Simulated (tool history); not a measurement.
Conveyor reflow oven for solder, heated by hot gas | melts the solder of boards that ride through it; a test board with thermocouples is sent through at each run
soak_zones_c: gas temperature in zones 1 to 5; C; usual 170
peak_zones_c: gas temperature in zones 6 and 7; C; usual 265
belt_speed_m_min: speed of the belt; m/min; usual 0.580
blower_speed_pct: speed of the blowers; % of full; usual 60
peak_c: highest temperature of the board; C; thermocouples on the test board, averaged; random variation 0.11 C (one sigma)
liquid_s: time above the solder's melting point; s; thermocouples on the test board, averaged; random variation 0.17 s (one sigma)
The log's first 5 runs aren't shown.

run	hour	soak_zones_c	peak_zones_c	belt_speed_m_min	blower_speed_pct	peak_c	liquid_s
6	166.8	170	265	0.580	60	247.3	42.6
7	212.1	170	265	0.580	60	246.9	41.9
8	253.3	170	265	0.580	52	244.0	39.3
9	278.2	170	265	0.580	60	247.0	42.2
10	321.8	170	265	0.580	60	247.0	42.1
11	347.5	170	265	0.580	60	246.8	42.2
12	386.1	170	265	0.521	60	250.2	50.4
13	418.7	170	265	0.580	60	246.9	41.6
# hour 456.9: flux residue cleaned out of gas plates and filters
14	465.7	170	265	0.580	60	247.8	42.7
15	508.7	174	265	0.580	60	248.6	44.9
16	538.5	160	272	0.580	63	253.2	43.7
# hour 560.9: belt drive overhauled, speed set with a stopwatch
17	571.9	160	272	0.580	63	252.3	42.3
18	603.2	160	272	0.580	63	252.1	42.3
19	631.2	164	261	0.522	56	244.7	42.7
20	663.1	164	272	0.522	56	254.3	49.8
21	684.4	173	254	0.522	77	244.8	48.0
22	717.0	173	254	0.522	77	244.8	47.9
23	737.8	173	254	0.522	77	244.9	48.2
24	772.0	161	273	0.503	68	259.3	55.2
25	809.6	170	265	0.662	51	237.8	27.7
# hour 815.2: thermocouples of zones 6 and 7 changed
26	853.4	178	261	0.548	76	250.1	50.4
27	883.3	170	265	0.580	81	252.2	45.8
# hour 895.0: flux residue cleaned out of gas plates and filters
28	929.9	170	259	0.510	60	246.3	48.7
29	968.4	170	259	0.510	60	246.3	48.1
30	1002.7	164	259	0.510	60	245.1	45.5

4 ways to go on from here, each from the tool as it stands after run 30. What would each give?
A	1023.8	170	260	0.663	59	?	?
B	1023.8	164	259	0.510	51	?	?
C	1023.8	170	280	0.472	60	?	?
D	1023.8	171	268	0.664	60	?	?

run	peak_c	liquid_s
A	238.0	28.9
B	242.4	42.0
C	267.4	65.8
D	245.4	34.2
Without the tool's hidden state the same runs would have given:
run	peak_c	liquid_s
A	237.8	28.6
B	242.1	41.5
C	267.0	65.3
D	245.2	33.9
